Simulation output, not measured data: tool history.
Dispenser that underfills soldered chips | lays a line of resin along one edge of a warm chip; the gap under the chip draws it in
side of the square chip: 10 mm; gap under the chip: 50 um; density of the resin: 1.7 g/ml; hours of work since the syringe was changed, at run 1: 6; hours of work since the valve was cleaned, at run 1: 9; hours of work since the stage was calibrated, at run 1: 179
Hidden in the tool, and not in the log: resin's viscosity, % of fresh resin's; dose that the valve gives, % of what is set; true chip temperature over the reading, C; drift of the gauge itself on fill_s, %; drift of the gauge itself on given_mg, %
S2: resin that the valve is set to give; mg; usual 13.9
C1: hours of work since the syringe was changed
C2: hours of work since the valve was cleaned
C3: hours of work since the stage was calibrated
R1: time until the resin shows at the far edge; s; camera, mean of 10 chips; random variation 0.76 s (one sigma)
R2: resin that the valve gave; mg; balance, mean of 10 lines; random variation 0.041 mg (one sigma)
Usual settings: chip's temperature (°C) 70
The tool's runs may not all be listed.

run 1 hour=0 | chip's_temperature_(°C)=70 S2=13.9 | C1=6 C2=9 C3=179 | R1=123.1 R2=13.9
-- hour=6.9 new syringe of resin
run 2 hour=7 | chip's_temperature_(°C)=77 S2=13.9 | C1=0 C2=14 C3=184 | R1=58.3 R2=13.85
run 3 hour=10.9 | chip's_temperature_(°C)=77 S2=15.5 | C1=3 C2=17 C3=187 | R1=74.1 R2=15.43
run 4 hour=14.6 | chip's_temperature_(°C)=77 S2=15.5 | C1=6 C2=20 C3=190 | R1=92.9 R2=15.4
run 5 hour=19 | chip's_temperature_(°C)=77 S2=16.3 | C1=9 C2=23 C3=193 | R1=121.1 R2=16.21
-- hour=22.1 new syringe of resin
run 6 hour=26.9 | chip's_temperature_(°C)=64 S2=16.3 | C1=4 C2=29 C3=199 | R1=116.1 R2=16.1
run 7 hour=32 | chip's_temperature_(°C)=64 S2=16.3 | C1=8 C2=33 C3=203 | R1=160 R2=16.11
run 8 hour=35.2 | chip's_temperature_(°C)=64 S2=16.3 | C1=10 C2=35 C3=205 | R1=195 R2=16.06
-- hour=37.3 new syringe of resin
run 9 hour=40 | chip's_temperature_(°C)=62 S2=16.8 | C1=2 C2=39 C3=209 | R1=108.6 R2=16.58
run 10 hour=45.9 | chip's_temperature_(°C)=64 S2=13.8 | C1=6 C2=43 C3=213 | R1=146.4 R2=13.59

Measured less the same run without the tool's hidden state. The same run-to-run variation is in both; the gauge's scatter may not be:
run=1 R1=+52.5 R2=-0.02
run=2 R1=+1.7 R2=-0.05
run=3 R1=+17.8 R2=-0.07
run=4 R1=+36.8 R2=-0.08
run=5 R1=+65.6 R2=-0.12
run=6 R1=+32 R2=-0.15
run=7 R1=+75.2 R2=-0.18
run=8 R1=+110.8 R2=-0.19
run=9 R1=+18.9 R2=-0.22
run=10 R1=+62.5 R2=-0.21
